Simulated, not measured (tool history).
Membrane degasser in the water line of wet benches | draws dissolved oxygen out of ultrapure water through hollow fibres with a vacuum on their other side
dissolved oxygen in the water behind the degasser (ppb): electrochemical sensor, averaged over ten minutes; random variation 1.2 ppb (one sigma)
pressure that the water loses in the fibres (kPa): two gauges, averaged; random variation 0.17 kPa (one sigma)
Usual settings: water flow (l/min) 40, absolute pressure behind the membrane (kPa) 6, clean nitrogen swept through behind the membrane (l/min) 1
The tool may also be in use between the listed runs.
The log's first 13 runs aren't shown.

run,hour,water flow (l/min),absolute pressure behind the membrane (kPa),clean nitrogen swept through behind the membrane (l/min),dissolved oxygen in the water behind the degasser (ppb),pressure that the water loses in the fibres (kPa)
14,774,28,6,1.34,132.4,20.88
15,813.1,42,6,1,250.8,31.82
16,863.1,40,12.29,1,706.7,30.45
17,915.1,40,12.29,1,701.9,30.05
18,958.3,54,13.35,0.95,1022.5,40.97
19,1004.3,54,10.54,0.91,794.6,40.88
20,1048.1,54,7.35,0.81,520.6,40.62
21,1099.4,54,7.35,2.94,214.6,40.69
22,1152.5,64,6,0.9,412.4,48.43
23,1220.3,64,10.78,0.9,941.6,48.35
24,1269.8,64,10.78,0.9,942.2,48.26
25,1315.6,49,4.95,1.3,166,37.01
# hour 1342.1: gauge calibrated
26,1380.1,30,8.96,1.93,205.3,22.6
27,1445.9,38,5.65,1,196.4,28.52
28,1505.9,38,5.65,1,197,28.94
29,1579.8,38,5.65,1,197.1,28.78
30,1645.9,51,6.31,1,328.5,38.63
31,1715.4,29,4.91,2.23,55,22.11

Forecast each of these 3 alternatives for the next run:
A,1766.6,32,4.83,1.23,?,?
B,1766.6,29,11.33,0.79,?,?
C,1766.6,42,4.91,0.48,?,?

run,dissolved oxygen in the water behind the degasser (ppb),pressure that the water loses in the fibres (kPa)
A,97.8,24.08
B,580,22.18
C,255.6,31.71
Without the tool's hidden state the same runs would have given:
run,dissolved oxygen in the water behind the degasser (ppb),pressure that the water loses in the fibres (kPa)
A,97,24.07
B,575.1,22.18
C,253.4,31.7
